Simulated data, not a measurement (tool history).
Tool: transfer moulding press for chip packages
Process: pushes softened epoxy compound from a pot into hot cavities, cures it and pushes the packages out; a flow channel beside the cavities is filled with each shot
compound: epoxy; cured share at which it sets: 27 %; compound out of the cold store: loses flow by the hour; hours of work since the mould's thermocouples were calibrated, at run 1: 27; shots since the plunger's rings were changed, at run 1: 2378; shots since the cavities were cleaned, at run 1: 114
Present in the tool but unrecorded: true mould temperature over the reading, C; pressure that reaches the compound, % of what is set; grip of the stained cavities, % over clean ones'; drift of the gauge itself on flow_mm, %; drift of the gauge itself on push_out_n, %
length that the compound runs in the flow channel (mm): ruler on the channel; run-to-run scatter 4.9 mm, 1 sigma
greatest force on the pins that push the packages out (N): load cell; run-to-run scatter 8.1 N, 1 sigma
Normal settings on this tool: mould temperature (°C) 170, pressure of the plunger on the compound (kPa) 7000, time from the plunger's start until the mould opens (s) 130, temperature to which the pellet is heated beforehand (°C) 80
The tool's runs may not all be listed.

run   hour  mould temperature (°C)  pressure of the plunger on the compound (kPa)  time from the plunger's start until the mould opens (s)  temperature to which the pellet is heated beforehand (°C)  hours of work since the mould's thermocouples were calibrated  shots since the plunger's rings were changed  shots since the cavities were cleaned  incoming compound's hours out of the cold store  length that the compound runs in the flow channel (mm)  greatest force on the pins that push the packages out (N)
  1    0.0                     170                                           7000                                                      130                                                         80                                                             27                                          2378                                    114                                             22.3                                                     936                                                        459
  2   11.7                     170                                           7000                                                      130                                                         80                                                             35                                          2495                                    231                                             12.0                                                     990                                                        543
  3   23.4                     170                                           7250                                                      130                                                         80                                                             43                                          2613                                    349                                             25.6                                                     932                                                        588
  4   36.7                     170                                           5680                                                      130                                                         80                                                             52                                          2747                                    483                                             26.7                                                     826                                                        654
  5   62.9                     170                                           7000                                                      130                                                         80                                                             71                                          3009                                    745                                             30.5                                                     896                                                        711
  6   89.0                     170                                           7000                                                      130                                                         80                                                             89                                          3271                                   1007                                             25.2                                                     913                                                        749
     106.2  -- cavities cleaned with cleaning compound and waxed
  7  115.8                     170                                           7000                                                      130                                                         80                                                            107                                          3526                                     97                                             36.3                                                     857                                                        957
  8  127.1                     170                                           7000                                                      130                                                         80                                                            115                                          3639                                    210                                             25.5                                                     908                                                        905
  9  140.8                     170                                           7000                                                      130                                                         80                                                            124                                          3777                                    348                                             18.8                                                     938                                                        882
 10  155.2                     170                                           7000                                                      130                                                         80                                                            134                                          3921                                    492                                             37.3                                                     846                                                        864
 11  173.7                     170                                           7000                                                      130                                                         80                                                            148                                          4107                                    678                                             22.7                                                     921                                                        893
 12  191.6                     170                                           7000                                                      130                                                         80                                                            160                                          4287                                    858                                             47.9                                                     803                                                        818
 13  208.6                     170                                           6510                                                      130                                                         80                                                            172                                          4457                                   1028                                             36.1                                                     824                                                        817
     223.1  -- cavities cleaned with cleaning compound and waxed
     226.1  -- cavities cleaned with cleaning compound and waxed, once more
 14  226.1                     170                                           7000                                                      123                                                         80                                                            182                                          4603                                      0                                             20.4                                                     924                                                        378
     234.7  -- plunger's sealing rings changed
 15  250.3                     170                                           7000                                                      123                                                         80                                                            197                                           157                                    218                                             21.0                                                     966                                                        567
 16  262.0                     172                                           7000                                                      139                                                         75                                                            206                                           274                                    335                                             24.6                                                     941                                                        561
 17  278.2                     172                                           6420                                                      132                                                         75                                                            217                                           437                                    498                                             23.9                                                     899                                                        607
 18  296.8                     172                                           6420                                                      132                                                         75                                                            230                                           624                                    685                                             27.6                                                     886                                                        676
 19  316.6                     172                                           6420                                                      132                                                         75                                                            244                                           823                                    884                                             11.4                                                     961                                                        722
 20  336.7                     162                                           7000                                                      130                                                         87                                                            258                                          1025                                   1086                                             33.7                                                     949                                                       1216
     345.0  -- cavities cleaned with cleaning compound and waxed
 21  355.7                     170                                           7000                                                      167                                                         81                                                            270                                          1200                                    107                                              9.5                                                    1016                                                        402
 22  378.7                     170                                           7000                                                      166                                                         75                                                            286                                          1431                                    338                                             46.7                                                     840                                                        560
 23  398.6                     172                                           7000                                                      130                                                         77                                                            300                                          1631                                    538                                             42.2                                                     852                                                        617
 24  425.6                     172                                           6230                                                      130                                                         83                                                            319                                          1902                                    809                                             40.3                                                     803                                                        693
 25  446.4                     172                                           6230                                                      130                                                         83                                                            334                                          2111                                   1018                                             26.1                                                     864                                                        721
     462.8  -- cavities cleaned with cleaning compound and waxed
 26  464.0                     172                                           6230                                                      130                                                         83                                                            345                                          2273                                     12                                             29.0                                                     848                                                        351
 27  478.6                     170                                           5740                                                      167                                                         86                                                            355                                          2419                                    158                                             36.9                                                     781                                                        452
 28  493.2                     170                                           5530                                                      167                                                         79                                                            366                                          2565                                    304                                             24.9                                                     823                                                        524
 29  504.3                     170                                           8370                                                      153                                                         88                                                            374                                          2678                                    417                                             47.6                                                     890                                                        596

Here are 4 independent what-if runs from the current tool condition. What would each one return?
  A  523.1                     170                                           8370                                                      153                                                         89                                                            387                                          2866                                    605                                             36.5                                                       ?                                                          ?
  B  523.1                     164                                           6950                                                      130                                                         79                                                            387                                          2866                                    605                                             12.3                                                       ?                                                          ?
  C  523.1                     170                                           6190                                                      115                                                         88                                                            387                                          2866                                    605                                             27.3                                                       ?                                                          ?
  D  523.1                     170                                           8370                                                      143                                                         88                                                            387                                          2866                                    605                                             46.7                                                       ?                                                          ?

run  length that the compound runs in the flow channel (mm)  greatest force on the pins that push the packages out (N)
  A                                                     948                                                        659
  B                                                    1016                                                       1025
  C                                                     855                                                        779
  D                                                     891                                                        652
Take away the tool's hidden state, keep each run's random variation, and the runs would have read:
run  length that the compound runs in the flow channel (mm)  greatest force on the pins that push the packages out (N)
  A                                                     980                                                        343
  B                                                    1050                                                        504
  C                                                     884                                                        390
  D                                                     921                                                        340

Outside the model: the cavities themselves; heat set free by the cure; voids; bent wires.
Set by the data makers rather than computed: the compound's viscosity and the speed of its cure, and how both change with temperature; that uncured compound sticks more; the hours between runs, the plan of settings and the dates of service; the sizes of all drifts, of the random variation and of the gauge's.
